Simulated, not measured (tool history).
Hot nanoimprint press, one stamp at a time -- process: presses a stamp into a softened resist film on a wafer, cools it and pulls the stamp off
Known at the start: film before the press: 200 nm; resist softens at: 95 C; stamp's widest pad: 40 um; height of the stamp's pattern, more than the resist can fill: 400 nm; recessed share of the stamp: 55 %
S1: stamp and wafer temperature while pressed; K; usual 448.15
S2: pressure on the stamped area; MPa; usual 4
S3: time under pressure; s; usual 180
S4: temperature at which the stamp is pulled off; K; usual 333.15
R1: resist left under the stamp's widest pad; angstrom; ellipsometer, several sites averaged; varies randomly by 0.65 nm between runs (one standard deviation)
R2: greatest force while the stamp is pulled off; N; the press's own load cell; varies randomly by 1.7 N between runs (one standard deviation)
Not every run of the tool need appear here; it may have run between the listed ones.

run	day	S1	S2	S3	S4	R1	R2
1	0	448.15	4	180	333.15	1011	176
2	1.242	448.15	4	180	333.15	987	181
# day 3.054: stamp cleaned and given a new release coat
3	3.588	448.15	3.24	180	333.15	1088	171
4	5.617	448.15	3.24	180	328.15	1111	191
# day 7.042: press's hydraulic seals changed and the load cell set to zero
5	7.325	444.15	4	180	333.15	1165	178
6	8.442	444.15	4	180	340.15	1158	160
7	9.7	439.15	4	180	333.15	1372	184
# day 11.342: plate thermocouple calibrated
# day 11.592: stamp cleaned and given a new release coat
8	11.975	448.15	4	180	333.15	1010	172
9	14.092	448.15	4	117	333.15	1177	178
# day 14.662: plate thermocouple calibrated, once more
10	15.125	448.15	4	117	333.15	1116	175
11	16.417	448.15	4	117	333.15	1128	176
12	18.104	448.15	4	180	333.15	966	179
13	19.312	448.15	4	180	333.15	987	182
# day 19.846: stamp cleaned and given a new release coat
14	21.162	448.15	3.91	180	333.15	998	173
15	22.362	448.15	4	180	323.15	979	204
16	24.042	448.15	4.89	180	333.15	907	178

Run 17 is up next; what results do you expect?
17	25.396	443.15	2.55	173	340.15	?	?

Run 17 measured R1 1410 angstrom, R2 161 N.
The same run, on a tool lacking any hidden state, would have yielded R1 1384 angstrom, R2 152 N.
